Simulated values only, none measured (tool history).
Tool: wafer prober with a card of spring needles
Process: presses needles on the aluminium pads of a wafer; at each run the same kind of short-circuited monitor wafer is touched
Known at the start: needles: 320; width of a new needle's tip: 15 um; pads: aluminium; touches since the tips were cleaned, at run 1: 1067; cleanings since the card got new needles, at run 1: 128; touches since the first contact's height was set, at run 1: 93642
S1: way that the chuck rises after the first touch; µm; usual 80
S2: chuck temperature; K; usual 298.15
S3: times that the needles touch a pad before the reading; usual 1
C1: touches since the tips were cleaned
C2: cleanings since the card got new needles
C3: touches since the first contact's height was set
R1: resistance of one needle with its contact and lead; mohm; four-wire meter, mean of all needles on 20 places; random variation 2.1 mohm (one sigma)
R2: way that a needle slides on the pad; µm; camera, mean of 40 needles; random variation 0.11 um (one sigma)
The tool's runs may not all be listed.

| run | hour | S1 | S2 | S3 | C1 | C2 | C3 | R1 | R2 |
|---|---|---|---|---|---|---|---|---|---|
| 1 | 0 | 80 | 298.15 | 1 | 1067 | 128 | 93642 | 224 | 19.24 |
|  | 4.2 | tips cleaned on abrasive film |
|  | 11 | tips cleaned on abrasive film |
|  | 17.9 | tips cleaned on abrasive film |
|  | 23.4 | tips cleaned on abrasive film |
| 2 | 24 | 94 | 298.15 | 1 | 378 | 132 | 109599 | 224 | 22.6 |
|  | 29.5 | tips cleaned on abrasive film |
|  | 36.4 | tips cleaned on abrasive film |
|  | 41.9 | tips cleaned on abrasive film |
|  | 48.8 | tips cleaned on abrasive film |
|  | 54.3 | tips cleaned on abrasive film |
| 3 | 59 | 80 | 298.15 | 1 | 3202 | 137 | 132966 | 224 | 19.04 |
|  | 60.5 | tips cleaned on abrasive film |
|  | 67.4 | tips cleaned on abrasive film |
|  | 74.2 | tips cleaned on abrasive film |
|  | 81.1 | tips cleaned on abrasive film |
|  | 88 | tips cleaned on abrasive film |
|  | 94.9 | tips cleaned on abrasive film |
|  | 101.7 | tips cleaned on abrasive film |
| 4 | 106.2 | 80 | 298.15 | 1 | 3051 | 144 | 164432 | 222 | 18.97 |
|  | 107.7 | tips cleaned on abrasive film |
|  | 113.2 | tips cleaned on abrasive film |
|  | 120.1 | tips cleaned on abrasive film |
|  | 125.6 | tips cleaned on abrasive film |
|  | 132.5 | tips cleaned on abrasive film |
| 5 | 135 | 80 | 298.15 | 1 | 1680 | 149 | 183527 | 223 | 18.84 |
|  | 139.1 | tips cleaned on abrasive film |
|  | 146 | tips cleaned on abrasive film |
|  | 152.9 | tips cleaned on abrasive film |
|  | 159.8 | tips cleaned on abrasive film |
| 6 | 164.6 | 80 | 298.15 | 1 | 3241 | 153 | 203267 | 226 | 18.91 |
|  | 166 | tips cleaned on abrasive film |
|  | 171.5 | tips cleaned on abrasive film |
|  | 178.4 | tips cleaned on abrasive film |
|  | 183.9 | tips cleaned on abrasive film |
|  | 190.8 | tips cleaned on abrasive film |
|  | 196.3 | tips cleaned on abrasive film |
|  | 203.2 | tips cleaned on abrasive film |
|  | 203.5 | height of the first contact set anew |
| 7 | 204.5 | 80 | 298.15 | 1 | 702 | 160 | 702 | 228 | 19 |
|  | 210.1 | tips cleaned on abrasive film |
|  | 216.9 | tips cleaned on abrasive film |
|  | 223.8 | tips cleaned on abrasive film |
|  | 229.5 | tips cleaned on abrasive film |
| 8 | 229.5 | 80 | 298.15 | 1 | 0 | 164 | 17342 | 224 | 18.77 |
|  | 236.4 | tips cleaned on abrasive film |
|  | 243.3 | tips cleaned on abrasive film |
|  | 250.2 | tips cleaned on abrasive film |
|  | 257 | tips cleaned on abrasive film |
|  | 262.5 | tips cleaned on abrasive film |
|  | 269.4 | tips cleaned on abrasive film |
| 9 | 269.9 | 80 | 298.15 | 1 | 349 | 170 | 44271 | 224 | 18.66 |
|  | 275.5 | tips cleaned on abrasive film |
|  | 281 | tips cleaned on abrasive film |
|  | 286.5 | tips cleaned on abrasive film |
|  | 293.4 | tips cleaned on abrasive film |
|  | 298.9 | tips cleaned on abrasive film |
|  | 305.8 | tips cleaned on abrasive film |
|  | 311.3 | tips cleaned on abrasive film |
| 10 | 315.7 | 80 | 298.15 | 1 | 3016 | 177 | 74784 | 223 | 18.84 |
|  | 317.2 | tips cleaned on abrasive film |
|  | 324.1 | tips cleaned on abrasive film |
|  | 329.6 | tips cleaned on abrasive film |
|  | 336.5 | tips cleaned on abrasive film |
|  | 342 | tips cleaned on abrasive film |
|  | 348.9 | tips cleaned on abrasive film |
|  | 355.7 | tips cleaned on abrasive film |
|  | 362.6 | tips cleaned on abrasive film |
| 11 | 362.7 | 67 | 298.15 | 1 | 68 | 185 | 106019 | 227 | 15.81 |
|  | 368.2 | tips cleaned on abrasive film |
|  | 375.1 | tips cleaned on abrasive film |
|  | 382 | tips cleaned on abrasive film |
|  | 387.5 | tips cleaned on abrasive film |
|  | 394.4 | tips cleaned on abrasive film |
|  | 401.3 | tips cleaned on abrasive film |
|  | 408.1 | tips cleaned on abrasive film |
| 12 | 409.3 | 67 | 298.15 | 1 | 791 | 192 | 137056 | 230 | 15.54 |
|  | 414.8 | tips cleaned on abrasive film |
|  | 421.7 | tips cleaned on abrasive film |
|  | 427.2 | tips cleaned on abrasive film |
| 13 | 430.8 | 92 | 307.15 | 1 | 2405 | 195 | 151377 | 223 | 21.41 |
|  | 433.6 | tips cleaned on abrasive film |
|  | 439.1 | tips cleaned on abrasive film |
|  | 446 | tips cleaned on abrasive film |
|  | 452.8 | tips cleaned on abrasive film |
|  | 459.7 | tips cleaned on abrasive film |
|  | 465.2 | tips cleaned on abrasive film |
|  | 469.3 | gauge calibrated |
|  | 472 | tips cleaned on abrasive film |
| 14 | 472 | 92 | 307.15 | 1 | 0 | 202 | 178829 | 225 | 22.04 |
|  | 477.6 | tips cleaned on abrasive film |
|  | 483.1 | tips cleaned on abrasive film |
|  | 490 | tips cleaned on abrasive film |
|  | 496.8 | tips cleaned on abrasive film |
|  | 503.7 | tips cleaned on abrasive film |
| 15 | 503.7 | 92 | 307.15 | 1 | 0 | 207 | 199901 | 221 | 22.07 |
|  | 510.6 | tips cleaned on abrasive film |
|  | 516.1 | tips cleaned on abrasive film |
|  | 523 | tips cleaned on abrasive film |
|  | 528.5 | tips cleaned on abrasive film |
| 16 | 528.7 | 68 | 311.15 | 1 | 141 | 211 | 216541 | 226 | 16.24 |
|  | 534.2 | tips cleaned on abrasive film |
|  | 541.1 | tips cleaned on abrasive film |
|  | 546.6 | tips cleaned on abrasive film |
|  | 546.9 | height of the first contact set anew |
|  | 553.8 | tips cleaned on abrasive film |
|  | 560.7 | tips cleaned on abrasive film |
| 17 | 561.1 | 68 | 311.15 | 1 | 286 | 216 | 9452 | 225 | 16.33 |
|  | 566.6 | tips cleaned on abrasive film |
|  | 573.5 | tips cleaned on abrasive film |
|  | 580.4 | tips cleaned on abrasive film |
| 18 | 584.5 | 68 | 311.15 | 1 | 2815 | 219 | 25098 | 227 | 16.12 |
|  | 586 | tips cleaned on abrasive film |
|  | 592.8 | tips cleaned on abrasive film |
|  | 599.7 | tips cleaned on abrasive film |
|  | 605.2 | tips cleaned on abrasive film |
| 19 | 610.2 | 68 | 311.15 | 1 | 3366 | 223 | 42218 | 226 | 16.2 |
|  | 611.7 | tips cleaned on abrasive film |
|  | 617.2 | tips cleaned on abrasive film |
|  | 624.1 | tips cleaned on abrasive film |
|  | 630.9 | tips cleaned on abrasive film |
|  | 637.8 | tips cleaned on abrasive film |
|  | 644.7 | tips cleaned on abrasive film |
| 20 | 646 | 72 | 345.15 | 2 | 901 | 229 | 66034 | 238 | 17.07 |
|  | 651.5 | tips cleaned on abrasive film |
|  | 658.4 | tips cleaned on abrasive film |
|  | 665.3 | tips cleaned on abrasive film |
|  | 670.8 | tips cleaned on abrasive film |
|  | 677.7 | tips cleaned on abrasive film |
|  | 683.2 | tips cleaned on abrasive film |
| 21 | 685.3 | 97 | 318.15 | 1 | 1422 | 235 | 92203 | 226 | 23.06 |
|  | 689.5 | tips cleaned on abrasive film |
|  | 695 | tips cleaned on abrasive film |
|  | 701.9 | tips cleaned on abrasive film |
|  | 708.7 | tips cleaned on abrasive film |
|  | 714.4 | tips cleaned on abrasive film |
| 22 | 714.4 | 68 | 298.15 | 2 | 0 | 240 | 111521 | 225 | 15.92 |
|  | 721.2 | tips cleaned on abrasive film |
|  | 726.8 | tips cleaned on abrasive film |
|  | 733.6 | tips cleaned on abrasive film |
| 23 | 735.8 | 68 | 298.15 | 2 | 1460 | 243 | 125809 | 225 | 16.09 |

3 ways to go on from here, each from the tool as it stands after run 23. What would each give?
|  | 740 | tips cleaned on abrasive film |
|  | 746.8 | tips cleaned on abrasive film |
|  | 753.7 | tips cleaned on abrasive film |
|  | 760.6 | tips cleaned on abrasive film |
|  | 766.1 | tips cleaned on abrasive film |
|  | 773 | tips cleaned on abrasive film |
|  | 778.5 | tips cleaned on abrasive film |
| A | 782.1 | 67 | 363.15 | 1 | 2422 | 250 | 156644 | ? | ? |
|  | 740 | tips cleaned on abrasive film |
|  | 746.8 | tips cleaned on abrasive film |
|  | 753.7 | tips cleaned on abrasive film |
|  | 760.6 | tips cleaned on abrasive film |
|  | 766.1 | tips cleaned on abrasive film |
|  | 773 | tips cleaned on abrasive film |
|  | 778.5 | tips cleaned on abrasive film |
| B | 782.1 | 68 | 298.15 | 2 | 2422 | 250 | 156644 | ? | ? |
|  | 740 | tips cleaned on abrasive film |
|  | 746.8 | tips cleaned on abrasive film |
|  | 753.7 | tips cleaned on abrasive film |
|  | 760.6 | tips cleaned on abrasive film |
|  | 766.1 | tips cleaned on abrasive film |
|  | 773 | tips cleaned on abrasive film |
|  | 778.5 | tips cleaned on abrasive film |
| C | 782.1 | 93 | 363.15 | 1 | 2422 | 250 | 156644 | ? | ? |

| run | R1 | R2 |
|---|---|---|
| A | 244 | 15.91 |
| B | 225 | 16.15 |
| C | 236 | 21.82 |
Without the tool's hidden state the same runs would have given:
| run | R1 | R2 |
|---|---|---|
| A | 244 | 16.23 |
| B | 225 | 16.47 |
| C | 236 | 22.26 |

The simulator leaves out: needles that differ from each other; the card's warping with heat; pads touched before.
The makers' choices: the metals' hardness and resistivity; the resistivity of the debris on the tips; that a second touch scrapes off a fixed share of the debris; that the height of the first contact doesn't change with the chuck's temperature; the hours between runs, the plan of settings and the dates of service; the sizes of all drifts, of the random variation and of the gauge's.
